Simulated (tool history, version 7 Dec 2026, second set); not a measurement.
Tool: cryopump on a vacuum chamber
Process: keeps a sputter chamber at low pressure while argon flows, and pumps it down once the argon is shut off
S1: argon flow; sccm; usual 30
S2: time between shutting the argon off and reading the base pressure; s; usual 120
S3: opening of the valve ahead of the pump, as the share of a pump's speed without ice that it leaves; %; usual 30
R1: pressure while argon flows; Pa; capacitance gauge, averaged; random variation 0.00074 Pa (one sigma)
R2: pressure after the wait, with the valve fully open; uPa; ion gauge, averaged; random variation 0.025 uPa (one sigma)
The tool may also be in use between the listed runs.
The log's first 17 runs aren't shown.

run 18 hour=855.6 | S1=31 S2=217 S3=30 | R1=0.1459 R2=1.03
run 19 hour=918.8 | S1=42 S2=217 S3=37 | R1=0.1639 R2=1.06
run 20 hour=984 | S1=13 S2=40 S3=17 | R1=0.1081 R2=2.93
run 21 hour=1027.2 | S1=30 S2=199 S3=45 | R1=0.0983 R2=1.1
run 22 hour=1096.8 | S1=30 S2=120 S3=16 | R1=0.2627 R2=1.44
run 23 hour=1133.4 | S1=29 S2=39 S3=49 | R1=0.0883 R2=2.95
run 24 hour=1163.5 | S1=53 S2=205 S3=49 | R1=0.163 R2=1.09
run 25 hour=1199.2 | S1=53 S2=55 S3=55 | R1=0.147 R2=2.44
run 26 hour=1265.6 | S1=53 S2=55 S3=55 | R1=0.149 R2=2.34
run 27 hour=1301 | S1=39 S2=55 S3=34 | R1=0.1686 R2=2.37
run 28 hour=1338.2 | S1=39 S2=55 S3=34 | R1=0.1706 R2=2.47
run 29 hour=1367.8 | S1=21 S2=165 S3=32 | R1=0.0972 R2=1.3
run 30 hour=1414.9 | S1=30 S2=112 S3=18 | R1=0.2385 R2=1.53
run 31 hour=1443.8 | S1=30 S2=112 S3=18 | R1=0.2386 R2=1.59
run 32 hour=1474.2 | S1=34 S2=146 S3=41 | R1=0.1269 R2=1.43
run 33 hour=1509.9 | S1=34 S2=146 S3=41 | R1=0.127 R2=1.4

5 ways to go on from here, each from the tool as it stands after run 33. What would each give?
run A hour=1543.5 | S1=54 S2=23 S3=44 | R1=? R2=?
run B hour=1543.5 | S1=15 S2=36 S3=43 | R1=? R2=?
run C hour=1543.5 | S1=34 S2=28 S3=20 | R1=? R2=?
run D hour=1543.5 | S1=34 S2=146 S3=17 | R1=? R2=?
run E hour=1543.5 | S1=31 S2=98 S3=30 | R1=? R2=?

run=A R1=0.1895 R2=4.69
run=B R1=0.0536 R2=3.28
run=C R1=0.2455 R2=4.02
run=D R1=0.2873 R2=1.41
run=E R1=0.1541 R2=1.74
Without the tool's hidden state the same runs would have given:
run=A R1=0.1677 R2=4.17
run=B R1=0.0475 R2=2.76
run=C R1=0.2318 R2=3.5
run=D R1=0.2735 R2=0.88
run=E R1=0.1415 R2=1.21

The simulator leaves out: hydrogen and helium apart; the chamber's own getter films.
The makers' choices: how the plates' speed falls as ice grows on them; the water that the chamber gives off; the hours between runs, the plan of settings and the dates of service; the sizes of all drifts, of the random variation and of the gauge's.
